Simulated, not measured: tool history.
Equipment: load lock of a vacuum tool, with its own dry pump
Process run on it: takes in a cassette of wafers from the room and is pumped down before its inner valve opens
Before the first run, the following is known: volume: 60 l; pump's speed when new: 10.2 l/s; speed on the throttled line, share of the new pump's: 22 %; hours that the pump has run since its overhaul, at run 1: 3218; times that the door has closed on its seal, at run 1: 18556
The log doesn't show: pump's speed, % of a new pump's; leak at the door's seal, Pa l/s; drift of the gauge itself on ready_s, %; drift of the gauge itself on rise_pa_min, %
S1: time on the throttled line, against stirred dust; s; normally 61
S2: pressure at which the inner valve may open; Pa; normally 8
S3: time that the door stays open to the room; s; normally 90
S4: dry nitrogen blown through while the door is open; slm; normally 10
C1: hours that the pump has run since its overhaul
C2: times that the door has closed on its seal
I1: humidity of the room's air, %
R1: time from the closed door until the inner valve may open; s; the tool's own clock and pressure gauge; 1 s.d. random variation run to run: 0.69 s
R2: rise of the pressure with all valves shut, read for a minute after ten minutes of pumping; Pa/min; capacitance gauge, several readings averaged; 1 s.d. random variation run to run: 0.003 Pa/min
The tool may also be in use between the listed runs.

| run | hour | S1 | S2 | S3 | S4 | C1 | C2 | I1 | R1 | R2 |
|---|---|---|---|---|---|---|---|---|---|---|
| 1 | 0.0 | 61 | 8 | 90 | 10 | 3218 | 18556 | 43.0 | 104.8 | 0.055 |
| 2 | 97.6 | 61 | 8 | 90 | 10 | 3315 | 18964 | 46.0 | 104.6 | 0.064 |
| 3 | 237.4 | 61 | 8 | 90 | 10 | 3455 | 19548 | 42.6 | 104.0 | 0.062 |
| 4 | 338.6 | 61 | 8 | 90 | 10 | 3556 | 19972 | 43.7 | 104.8 | 0.064 |
| 5 | 408.3 | 61 | 8 | 90 | 10 | 3626 | 20263 | 45.2 | 105.0 | 0.066 |
| 6 | 474.8 | 61 | 6 | 90 | 10 | 3692 | 20541 | 44.5 | 107.9 | 0.065 |
| 7 | 607.7 | 61 | 8 | 90 | 42 | 3825 | 21097 | 42.6 | 104.4 | 0.049 |
| 8 | 685.3 | 61 | 15 | 90 | 10 | 3903 | 21422 | 45.5 | 102.0 | 0.063 |
| 9 | 832.0 | 61 | 8 | 90 | 10 | 4050 | 22036 | 43.3 | 106.4 | 0.069 |
| 10 | 901.2 | 47 | 8 | 90 | 10 | 4119 | 22325 | 41.9 | 92.3 | 0.066 |
| 11 | 1048.8 | 47 | 8 | 90 | 10 | 4266 | 22942 | 47.0 | 93.4 | 0.068 |
| 12 | 1156.1 | 47 | 8 | 76 | 10 | 4374 | 23391 | 44.6 | 94.0 | 0.071 |
| 13 | 1230.4 | 47 | 8 | 76 | 10 | 4448 | 23702 | 44.7 | 94.6 | 0.066 |
| 14 | 1366.4 | 47 | 8 | 76 | 10 | 4584 | 24271 | 44.1 | 94.7 | 0.073 |
| 15 | 1507.6 | 47 | 8 | 76 | 10 | 4725 | 24861 | 44.6 | 94.0 | 0.074 |
| 16 | 1575.2 | 46 | 8 | 90 | 10 | 4793 | 25144 | 45.9 | 93.9 | 0.081 |
| 17 | 1713.2 | 46 | 8 | 90 | 10 | 4931 | 25721 | 46.4 | 93.4 | 0.076 |
| 18 | 1796.8 | 46 | 15 | 90 | 10 | 5014 | 26071 | 43.4 | 89.1 | 0.084 |
| 19 | 1895.2 | 46 | 15 | 90 | 10 | 5113 | 26482 | 44.3 | 89.6 | 0.085 |
| 20 | 2009.1 | 46 | 8 | 90 | 33 | 5227 | 26959 | 45.8 | 93.3 | 0.064 |
| 21 | 2129.6 | 106 | 8 | 90 | 33 | 5347 | 27463 | 43.2 | 140.4 | 0.074 |
| 22 | 2223.7 | 61 | 8 | 184 | 25 | 5441 | 27856 | 44.3 | 104.9 | 0.085 |
| 23 | 2294.1 | 61 | 8 | 184 | 25 | 5512 | 28151 | 37.2 | 104.9 | 0.074 |
| 24 | 2420.0 | 61 | 8 | 184 | 25 | 5638 | 28678 | 46.8 | 105.1 | 0.089 |
| 25 | 2524.2 | 61 | 9 | 181 | 14 | 5742 | 29113 | 44.9 | 104.6 | 0.094 |
| 26 | 2634.2 | 33 | 12 | 90 | 10 | 5852 | 29573 | 43.4 | 81.8 | 0.089 |
| 27 | 2713.7 | 40 | 10 | 90 | 10 | 5931 | 29906 | 44.3 | 88.6 | 0.091 |
| 28 | 2816.2 | 42 | 10 | 90 | 10 | 6034 | 30335 | 45.4 | 89.0 | 0.094 |
| 29 | 2919.6 | 42 | 10 | 90 | 10 | 6137 | 30767 | 46.7 | 89.9 | 0.091 |
| 30 | 2993.1 | 33 | 15 | 90 | 10 | 6211 | 31075 | 43.3 | 80.2 | 0.090 |
| 31 | 3090.6 | 33 | 15 | 47 | 25 | 6308 | 31482 | 43.4 | 79.5 | 0.079 |
| 32 | 3164.9 | 33 | 15 | 47 | 25 | 6382 | 31793 | 44.9 | 79.8 | 0.083 |
| 33 | 3268.2 | 61 | 8 | 56 | 11 | 6486 | 32225 | 43.5 | 105.0 | 0.094 |
| 34 | 3392.7 | 61 | 8 | 56 | 11 | 6610 | 32746 | 40.8 | 105.6 | 0.084 |
| 35 | 3538.0 | 61 | 8 | 56 | 11 | 6756 | 33353 | 42.4 | 105.4 | 0.091 |
| 36 | 3620.8 | 89 | 8 | 79 | 10 | 6838 | 33700 | 47.3 | 127.8 | 0.098 |
| 37 | 3763.9 | 89 | 8 | 79 | 10 | 6982 | 34299 | 46.5 | 127.2 | 0.104 |
| 38 | 3867.5 | 53 | 8 | 55 | 10 | 7085 | 34732 | 46.7 | 101.1 | 0.104 |

Results for each run, recomputed without the tool's hidden state and with each run's random variation untouched:
| run | R1 | R2 |
|---|---|---|
| 1 | 104.0 | 0.023 |
| 2 | 103.8 | 0.032 |
| 3 | 103.1 | 0.028 |
| 4 | 103.9 | 0.029 |
| 5 | 104.0 | 0.030 |
| 6 | 106.9 | 0.030 |
| 7 | 103.4 | 0.012 |
| 8 | 101.0 | 0.024 |
| 9 | 105.3 | 0.030 |
| 10 | 91.1 | 0.026 |
| 11 | 92.1 | 0.026 |
| 12 | 92.7 | 0.028 |
| 13 | 93.2 | 0.021 |
| 14 | 93.3 | 0.028 |
| 15 | 92.6 | 0.027 |
| 16 | 92.4 | 0.033 |
| 17 | 91.8 | 0.028 |
| 18 | 87.7 | 0.033 |
| 19 | 88.1 | 0.034 |
| 20 | 91.6 | 0.012 |
| 21 | 139.1 | 0.019 |
| 22 | 103.2 | 0.029 |
| 23 | 103.3 | 0.018 |
| 24 | 103.3 | 0.032 |
| 25 | 102.8 | 0.035 |
| 26 | 79.9 | 0.029 |
| 27 | 86.6 | 0.031 |
| 28 | 86.9 | 0.033 |
| 29 | 87.7 | 0.028 |
| 30 | 78.2 | 0.026 |
| 31 | 77.3 | 0.014 |
| 32 | 77.6 | 0.016 |
| 33 | 103.0 | 0.026 |
| 34 | 103.5 | 0.016 |
| 35 | 103.3 | 0.020 |
| 36 | 125.9 | 0.026 |
| 37 | 125.3 | 0.030 |
| 38 | 98.7 | 0.028 |
